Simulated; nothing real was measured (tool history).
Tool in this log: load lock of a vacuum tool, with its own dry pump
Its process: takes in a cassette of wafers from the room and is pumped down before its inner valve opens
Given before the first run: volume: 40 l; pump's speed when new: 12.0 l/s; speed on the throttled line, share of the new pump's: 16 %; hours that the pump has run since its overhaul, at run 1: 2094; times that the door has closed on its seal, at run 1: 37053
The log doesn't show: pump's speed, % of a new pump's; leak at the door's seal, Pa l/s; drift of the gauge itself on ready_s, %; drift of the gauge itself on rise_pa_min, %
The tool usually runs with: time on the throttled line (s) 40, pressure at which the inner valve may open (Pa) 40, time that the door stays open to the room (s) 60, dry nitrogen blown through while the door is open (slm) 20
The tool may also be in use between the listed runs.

run,hour,time on the throttled line (s),pressure at which the inner valve may open (Pa),time that the door stays open to the room (s),dry nitrogen blown through while the door is open (slm),hours that the pump has run since its overhaul,times that the door has closed on its seal,"incoming humidity of the room's air, %",time from the closed door until the inner valve may open (s),rise of the pressure with all valves shut (Pa/min)
1,0.0,40,40,60,20,2094,37053,42.6,60.1,0.288
2,398.0,40,40,60,20,2492,38961,44.4,59.9,0.313
3,724.0,40,40,60,20,2818,40524,47.8,60.5,0.329
4,1146.5,40,40,60,5,3240,42550,46.0,59.9,0.360
# hour 1224.9: door's seal changed, seat wiped
5,1714.8,40,40,60,5,3807,2349,46.2,59.8,0.047
6,2256.1,40,40,60,5,4349,4944,47.2,60.2,0.057
7,2556.6,40,40,60,5,4649,6384,45.2,60.3,0.057
8,3045.0,40,40,60,5,5137,8726,42.7,60.7,0.065
9,3309.3,40,40,60,20,5402,9993,48.6,60.6,0.062
10,3717.6,40,32,60,20,5810,11950,46.6,61.1,0.076
11,4208.6,40,34,60,20,6301,14304,43.8,61.3,0.085
12,4530.5,40,34,60,20,6623,15847,47.7,61.2,0.090
13,4939.2,40,34,60,20,7032,17806,50.4,61.6,0.108
14,5422.6,40,40,60,20,7515,20124,43.9,60.7,0.111
15,6001.0,63,40,60,20,8093,22897,48.3,80.7,0.132
16,6499.0,40,40,60,20,8591,25284,47.6,61.0,0.152
17,7024.2,40,40,26,20,9117,27802,45.4,60.6,0.161
18,7543.3,40,61,60,20,9636,30291,44.7,59.6,0.188
19,8077.1,40,67,74,20,10170,32850,41.7,59.9,0.212
20,8496.5,40,40,168,39,10589,34860,42.7,61.5,0.232
21,8935.3,40,40,168,39,11028,36964,44.9,61.3,0.250
22,9338.3,45,44,37,13,11431,38896,45.5,65.3,0.265
# hour 9559.5: dry pump taken out, an overhauled one fitted
23,9610.4,40,42,97,20,51,40171,44.1,59.9,0.287
24,10050.9,40,42,97,20,491,42283,44.9,60.0,0.312
# hour 10190.5: door's seal changed, seat wiped
25,10293.9,40,42,97,20,733,496,49.5,59.9,0.036
26,10782.1,47,79,60,20,1221,2836,47.2,64.1,0.039
27,11368.6,38,79,208,11,1808,5648,45.5,56.2,0.069
28,11844.3,38,30,96,8,2283,7929,44.4,60.0,0.066
29,12269.7,38,54,193,8,2709,9968,43.7,58.1,0.084
30,12797.2,38,54,193,8,3236,12497,44.4,57.7,0.096
31,13327.0,31,40,87,20,3766,15037,45.5,53.7,0.088
32,13760.0,32,73,87,20,4199,17112,48.0,52.2,0.101
33,14230.9,32,73,87,20,4670,19370,47.2,52.3,0.110
34,14820.5,32,73,87,20,5259,22196,45.2,52.9,0.128
35,15354.1,21,73,36,20,5793,24754,45.4,43.4,0.136
36,15628.2,47,44,32,14,6067,26069,44.3,66.3,0.151

Hidden state at the last listed run before each entry between runs and at the first one after, where it differs:
Runs 4 to 5: door's seal changed, seat wiped (hour 1224.9)
  pump's speed, % of a new pump's: 97.6 -> 97.2; leak at the door's seal, Pa l/s: 0.2186 -> 0.0049
  what was measured, less what the result would be without the hidden state, time from the closed door until the inner valve may open (s): +0.5 -> +0.6; rise of the pressure with all valves shut (Pa/min): +0.320 -> +0.004
Runs 22 to 23: dry pump taken out, an overhauled one fitted (hour 9559.5)
  pump's speed, % of a new pump's: 90.4 -> 98; leak at the door's seal, Pa l/s: 0.1617 -> 0.1704
  what was measured, less what the result would be without the hidden state, time from the closed door until the inner valve may open (s): +2.0 -> +0.4; rise of the pressure with all valves shut (Pa/min): +0.239 -> +0.250
Runs 24 to 25: door's seal changed, seat wiped (hour 10190.5)
  pump's speed, % of a new pump's: 97.6 -> 97.4; leak at the door's seal, Pa l/s: 0.1862 -> 0.0028
  what was measured, less what the result would be without the hidden state, time from the closed door until the inner valve may open (s): +0.5 -> +0.5; rise of the pressure with all valves shut (Pa/min): +0.274 -> +0.002
